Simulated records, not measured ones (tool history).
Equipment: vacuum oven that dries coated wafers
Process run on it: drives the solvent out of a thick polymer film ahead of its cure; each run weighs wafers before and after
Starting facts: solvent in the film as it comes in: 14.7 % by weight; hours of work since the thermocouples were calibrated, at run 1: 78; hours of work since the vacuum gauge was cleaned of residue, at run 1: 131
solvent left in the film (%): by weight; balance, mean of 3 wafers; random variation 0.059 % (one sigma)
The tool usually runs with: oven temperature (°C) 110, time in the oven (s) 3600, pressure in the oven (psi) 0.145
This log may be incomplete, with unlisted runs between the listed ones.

run    hour  oven temperature (°C)  time in the oven (s)  pressure in the oven (psi)  hours of work since the thermocouples were calibrated  hours of work since the vacuum gauge was cleaned of residue  solvent left in the film (%)
  1     0.0                    110                  3600                       0.145                                                     78                                                          131                          3.08
  2    20.4                    110                  3600                       0.145                                                     90                                                          143                          3.25
  3    48.2                    110                  3600                       0.145                                                    105                                                          158                          3.13
  4    67.1                    110                  3600                       0.145                                                    116                                                          169                          3.17
  5    91.7                    110                  3600                       0.145                                                    130                                                          183                          3.12
  6   108.6                    110                  3600                       0.145                                                    139                                                          192                          3.18
  7   127.3                    110                  3300                       0.145                                                    150                                                          203                          3.49
  8   158.3                    110                  3300                       0.145                                                    167                                                          220                          3.71
  9   194.0                    110                  3600                       0.145                                                    187                                                          240                          3.06
 10   216.7                    110                  3600                       0.145                                                    200                                                          253                          3.16
 11   247.9                    110                  3600                       0.145                                                    217                                                          270                          3.25
 12   263.7                    110                  3600                       0.145                                                    226                                                          279                          3.28
 13   278.3                    110                  3600                       0.145                                                    234                                                          287                          3.35
 14   304.3                    110                  3600                       0.145                                                    249                                                          302                          3.26
 15   337.8                    110                  3780                       0.145                                                    268                                                          321                          3.04
 16   363.7                    110                  3780                       0.145                                                    282                                                          335                          3.04
 17   395.5                    101                  3780                       0.145                                                    300                                                          353                          5.83
 18   424.0                    101                  3780                       0.145                                                    316                                                          369                          5.73
 19   453.0                    101                  3780                       0.145                                                    332                                                          385                          5.76
 20   470.8                    101                  3780                       0.145                                                    342                                                          395                          5.66
 21   494.4                    122                  3600                       0.145                                                    355                                                          409                          0.84
 22   516.4                    110                  2160                       0.145                                                    368                                                          421                          5.46
 23   542.1                    110                  3600                       0.145                                                    382                                                          435                          3.38
 24   561.4                    110                  3600                       0.145                                                    393                                                          446                          3.26
 25   579.8                    110                  4440                       0.145                                                    403                                                          456                          2.53
 26   608.4                    110                  4440                       0.145                                                    419                                                          472                          2.55
 27   629.9                    110                  2820                       0.145                                                    431                                                          484                          4.35
 28   659.7                    110                  4080                       0.219                                                    448                                                          501                          2.95
 29   676.6                    114                  3840                       0.152                                                    457                                                          511                          2.07
      681.4  -- vacuum gauge cleaned of residue and calibrated
 30   703.4                    115                  2640                       0.145                                                    472                                                           12                          3.24
 31   723.1                    110                  5520                       0.112                                                    483                                                           23                          1.70
 32   758.2                    107                  3600                       0.145                                                    502                                                           43                          4.20
      783.3  -- vacuum gauge cleaned of residue and calibrated, once more
 33   789.2                     97                  2940                       0.158                                                    519                                                            3                          7.99
 34   809.4                    112                  3600                       0.553                                                    530                                                           15                          3.47
 35   843.9                    108                  3600                       0.099                                                    549                                                           34                          3.87
 36   872.0                    108                  3600                       0.099                                                    565                                                           50                          3.88
 37   902.8                    107                  3600                       0.145                                                    582                                                           67                          4.23
 38   922.1                    107                  3600                       0.145                                                    593                                                           78                          4.22
 39   941.5                    107                  3600                       0.145                                                    604                                                           89                          4.21
 40   974.2                    107                  3600                       0.145                                                    623                                                          107                          4.20
 41  1010.0                    107                  2940                       0.209                                                    643                                                          127                          5.36
 42  1038.2                    107                  2940                       0.209                                                    658                                                          143                          5.29
 43  1072.8                    107                  2940                       0.325                                                    678                                                          162                          5.48
 44  1097.4                     96                  3000                       0.207                                                    692                                                          176                          8.18
 45  1132.4                    109                  5400                       0.145                                                    711                                                          196                          2.09

For each run, the measured value with the value that run would have given without the tool's hidden condition subtracted. The run-to-run variation is shared by both, the gauge scatter possibly not:
What the log doesn't record here: true wafer temperature over the reading, C; true pressure over the reading, kPa; drift of the gauge itself on solvent_pct, %.
run  solvent left in the film (%)
  1                         -0.02
  2                         -0.02
  3                         +0.00
  4                         +0.00
  5                         +0.00
  6                         +0.01
  7                         +0.02
  8                         +0.02
  9                         +0.03
 10                         +0.04
 11                         +0.05
 12                         +0.06
 13                         +0.06
 14                         +0.06
 15                         +0.08
 16                         +0.08
 17                         +0.10
 18                         +0.11
 19                         +0.11
 20                         +0.12
 21                         +0.06
 22                         +0.12
 23                         +0.13
 24                         +0.13
 25                         +0.13
 26                         +0.14
 27                         +0.15
 28                         +0.15
 29                         +0.14
 30                         +0.19
 31                         +0.17
 32                         +0.22
 33                         +0.14
 34                         +0.16
 35                         +0.18
 36                         +0.19
 37                         +0.20
 38                         +0.20
 39                         +0.20
 40                         +0.22
 41                         +0.24
 42                         +0.24
 43                         +0.25
 44                         +0.21
 45                         +0.21

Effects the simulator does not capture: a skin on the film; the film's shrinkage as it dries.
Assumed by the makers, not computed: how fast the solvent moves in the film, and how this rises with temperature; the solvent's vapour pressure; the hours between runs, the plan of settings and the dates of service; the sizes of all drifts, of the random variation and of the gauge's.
